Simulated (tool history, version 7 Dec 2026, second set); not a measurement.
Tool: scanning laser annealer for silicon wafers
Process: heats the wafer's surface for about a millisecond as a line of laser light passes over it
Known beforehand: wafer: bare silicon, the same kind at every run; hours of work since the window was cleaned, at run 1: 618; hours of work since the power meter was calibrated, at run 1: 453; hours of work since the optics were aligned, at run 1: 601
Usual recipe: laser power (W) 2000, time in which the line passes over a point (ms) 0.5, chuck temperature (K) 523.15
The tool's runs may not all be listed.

run   hour  laser power (W)  time in which the line passes over a point (ms)  chuck temperature (K)  hours of work since the window was cleaned  hours of work since the power meter was calibrated  hours of work since the optics were aligned  highest temperature of the surface (K)
  1      0             2000                                              0.5                 523.15                                         618                                                 453                                          601                                 1229.15
  2   13.5             2000                                              0.5                 523.15                                         626                                                 461                                          610                                 1228.15
  3   22.6             2000                                              0.5                 523.15                                         632                                                 467                                          615                                 1225.15
  4   41.8             2000                                              0.5                 523.15                                         644                                                 479                                          627                                 1229.15
  5   57.6             2138                                              0.5                 523.15                                         654                                                 489                                          637                                 1297.15
  6   77.1             2138                                              0.5                 523.15                                         666                                                 501                                          649                                 1293.15
  7   87.8             2000                                              0.5                 523.15                                         673                                                 508                                          656                                 1225.15
  8   99.2             2000                                              0.5                 523.15                                         680                                                 515                                          663                                 1230.15
  9    110             2000                                              0.5                 523.15                                         687                                                 522                                          670                                 1227.15
 10  119.5             2000                                              0.5                 523.15                                         693                                                 528                                          676                                 1228.15
 11  134.7             2000                                              0.5                 523.15                                         702                                                 537                                          686                                 1227.15
 12  149.7             1765                                              0.5                 523.15                                         711                                                 547                                          695                                 1120.15
 13  168.5             1802                                              0.5                 523.15                                         723                                                 558                                          707                                 1132.15
 14  176.7             1802                                            0.595                 523.15                                         728                                                 564                                          712                                 1202.15
 15  185.9             1802                                            0.595                 523.15                                         734                                                 569                                          718                                 1202.15
 16  201.4             2000                                            0.477                 555.15                                         744                                                 579                                          727                                 1237.15
 17  217.9             1849                                            0.584                 523.15                                         754                                                 589                                          738                                 1212.15

Run 18, settings as shown, results not yet in. Your forecast:
 18  232.5             1849                                            0.412                 545.15                                         763                                                 599                                          747                                       ?

{"run 18": {"highest temperature of the surface (K)": 1110.15}}
On a tool with no hidden condition, and with the same random variation, this run would have come out at highest temperature of the surface (K) 1144.15.
